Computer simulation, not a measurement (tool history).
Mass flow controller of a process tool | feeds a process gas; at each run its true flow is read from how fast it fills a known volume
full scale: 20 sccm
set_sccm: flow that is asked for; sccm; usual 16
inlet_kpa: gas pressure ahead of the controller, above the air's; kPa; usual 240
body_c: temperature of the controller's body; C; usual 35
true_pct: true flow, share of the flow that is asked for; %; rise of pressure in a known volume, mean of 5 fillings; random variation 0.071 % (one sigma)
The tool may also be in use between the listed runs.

{"run": 1, "hour": 0.0, "set_sccm": 16, "inlet_kpa": 240, "body_c": 35, "true_pct": 98.85}
{"run": 2, "hour": 227.3, "set_sccm": 16, "inlet_kpa": 240, "body_c": 35, "true_pct": 98.76}
{"run": 3, "hour": 509.8, "set_sccm": 16, "inlet_kpa": 240, "body_c": 35, "true_pct": 98.72}
{"run": 4, "hour": 785.9, "set_sccm": 9, "inlet_kpa": 240, "body_c": 35, "true_pct": 97.18}
{"run": 5, "hour": 1032.2, "set_sccm": 16, "inlet_kpa": 240, "body_c": 35, "true_pct": 98.74}
{"run": 6, "hour": 1195.3, "set_sccm": 16, "inlet_kpa": 240, "body_c": 35, "true_pct": 98.82}
{"run": 7, "hour": 1397.2, "set_sccm": 16, "inlet_kpa": 240, "body_c": 35, "true_pct": 98.63}
{"run": 8, "hour": 1658.7, "set_sccm": 16, "inlet_kpa": 240, "body_c": 35, "true_pct": 98.79}
{"run": 9, "hour": 1938.7, "set_sccm": 16, "inlet_kpa": 240, "body_c": 35, "true_pct": 98.7}
{"run": 10, "hour": 2192.2, "set_sccm": 16, "inlet_kpa": 154, "body_c": 35, "true_pct": 98.98}
{"run": 11, "hour": 2456.1, "set_sccm": 16, "inlet_kpa": 240, "body_c": 35, "true_pct": 98.68}
{"run": 12, "hour": 2669.5, "set_sccm": 7, "inlet_kpa": 240, "body_c": 35, "true_pct": 96.73}
{"run": 13, "hour": 2920.8, "set_sccm": 7, "inlet_kpa": 240, "body_c": 35, "true_pct": 96.49}
{"run": 14, "hour": 3196.8, "set_sccm": 7, "inlet_kpa": 240, "body_c": 35, "true_pct": 96.42}
{"run": 15, "hour": 3470.9, "set_sccm": 16, "inlet_kpa": 142, "body_c": 35, "true_pct": 98.94}
{"run": 16, "hour": 3592.0, "set_sccm": 16, "inlet_kpa": 179, "body_c": 35, "true_pct": 98.7}
{"run": 17, "hour": 3797.1, "set_sccm": 16, "inlet_kpa": 179, "body_c": 35, "true_pct": 98.7}
{"run": 18, "hour": 3991.7, "set_sccm": 16, "inlet_kpa": 179, "body_c": 35, "true_pct": 98.69}
{"run": 19, "hour": 4274.3, "set_sccm": 16, "inlet_kpa": 172, "body_c": 35, "true_pct": 98.69}
{"run": 20, "hour": 4485.6, "set_sccm": 4, "inlet_kpa": 240, "body_c": 35, "true_pct": 94.98}
{"run": 21, "hour": 4737.6, "set_sccm": 4, "inlet_kpa": 240, "body_c": 35, "true_pct": 95.04}
{"run": 22, "hour": 4865.6, "set_sccm": 4, "inlet_kpa": 240, "body_c": 35, "true_pct": 94.95}
{"run": 23, "hour": 5035.6, "set_sccm": 16, "inlet_kpa": 263, "body_c": 35, "true_pct": 98.25}
{"hour": 5196.7, "done": "controller's zero set anew"}
{"run": 24, "hour": 5258.6, "set_sccm": 16, "inlet_kpa": 263, "body_c": 35, "true_pct": 98.53}
{"run": 25, "hour": 5495.4, "set_sccm": 16, "inlet_kpa": 263, "body_c": 35, "true_pct": 98.57}
{"run": 26, "hour": 5664.0, "set_sccm": 16, "inlet_kpa": 196, "body_c": 37, "true_pct": 99.14}
{"run": 27, "hour": 5830.0, "set_sccm": 16, "inlet_kpa": 196, "body_c": 25, "true_pct": 97.88}
{"run": 28, "hour": 5969.4, "set_sccm": 16, "inlet_kpa": 196, "body_c": 25, "true_pct": 97.7}
{"run": 29, "hour": 6154.5, "set_sccm": 15, "inlet_kpa": 196, "body_c": 26, "true_pct": 97.62}
{"run": 30, "hour": 6328.5, "set_sccm": 3, "inlet_kpa": 193, "body_c": 39, "true_pct": 96.74}
{"run": 31, "hour": 6565.4, "set_sccm": 10, "inlet_kpa": 148, "body_c": 36, "true_pct": 98.09}
{"run": 32, "hour": 6697.9, "set_sccm": 10, "inlet_kpa": 148, "body_c": 36, "true_pct": 97.93}
{"run": 33, "hour": 6979.5, "set_sccm": 10, "inlet_kpa": 148, "body_c": 36, "true_pct": 97.98}
{"run": 34, "hour": 7217.2, "set_sccm": 10, "inlet_kpa": 148, "body_c": 34, "true_pct": 97.86}
{"run": 35, "hour": 7352.1, "set_sccm": 13, "inlet_kpa": 240, "body_c": 37, "true_pct": 98.21}
{"run": 36, "hour": 7500.7, "set_sccm": 12, "inlet_kpa": 203, "body_c": 21, "true_pct": 96.64}
{"run": 37, "hour": 7722.6, "set_sccm": 5, "inlet_kpa": 214, "body_c": 28, "true_pct": 95.82}
{"run": 38, "hour": 7919.1, "set_sccm": 3, "inlet_kpa": 213, "body_c": 34, "true_pct": 95.69}
{"run": 39, "hour": 8106.7, "set_sccm": 3, "inlet_kpa": 213, "body_c": 34, "true_pct": 95.69}
{"run": 40, "hour": 8235.8, "set_sccm": 3, "inlet_kpa": 169, "body_c": 39, "true_pct": 96.41}
{"run": 41, "hour": 8496.9, "set_sccm": 16, "inlet_kpa": 187, "body_c": 35, "true_pct": 98.77}
{"run": 42, "hour": 8616.1, "set_sccm": 6, "inlet_kpa": 153, "body_c": 26, "true_pct": 96.04}
{"run": 43, "hour": 8815.1, "set_sccm": 6, "inlet_kpa": 153, "body_c": 26, "true_pct": 96.03}
{"run": 44, "hour": 8932.6, "set_sccm": 7, "inlet_kpa": 229, "body_c": 22, "true_pct": 95.5}
{"run": 45, "hour": 9160.1, "set_sccm": 14, "inlet_kpa": 225, "body_c": 35, "true_pct": 98.15}
{"run": 46, "hour": 9427.6, "set_sccm": 7, "inlet_kpa": 240, "body_c": 32, "true_pct": 96.21}
{"run": 47, "hour": 9662.3, "set_sccm": 4, "inlet_kpa": 240, "body_c": 20, "true_pct": 94.33}

Some steps in true_pct between neighbouring runs. How much of each would the tool show without its hidden state too (settings, what came in, random variation), and how much is left for the hidden state, with any gauge scatter that isn't in both results?
The hidden state here: flow at rest that the sensor doesn't see, % of full scale; true flow over the shown one, %; drift of the gauge itself on true_pct, %.
Run 19 -> 20: set_sccm 16 -> 4, inlet_kpa 172 -> 240. true_pct -3.71 %: hidden state -1.45, all else -2.26.
Run 22 -> 23: set_sccm 4 -> 16, inlet_kpa 240 -> 263. true_pct +3.3 %: hidden state +1.45, all else +1.85.
Run 40 -> 41: set_sccm 3 -> 16, inlet_kpa 169 -> 187, body_c 39 -> 35. true_pct +2.36 %: hidden state +0.68, all else +1.68.
Run 41 -> 42: set_sccm 16 -> 6, inlet_kpa 187 -> 153, body_c 35 -> 26. true_pct -2.73 %: hidden state -0.31, all else -2.42.

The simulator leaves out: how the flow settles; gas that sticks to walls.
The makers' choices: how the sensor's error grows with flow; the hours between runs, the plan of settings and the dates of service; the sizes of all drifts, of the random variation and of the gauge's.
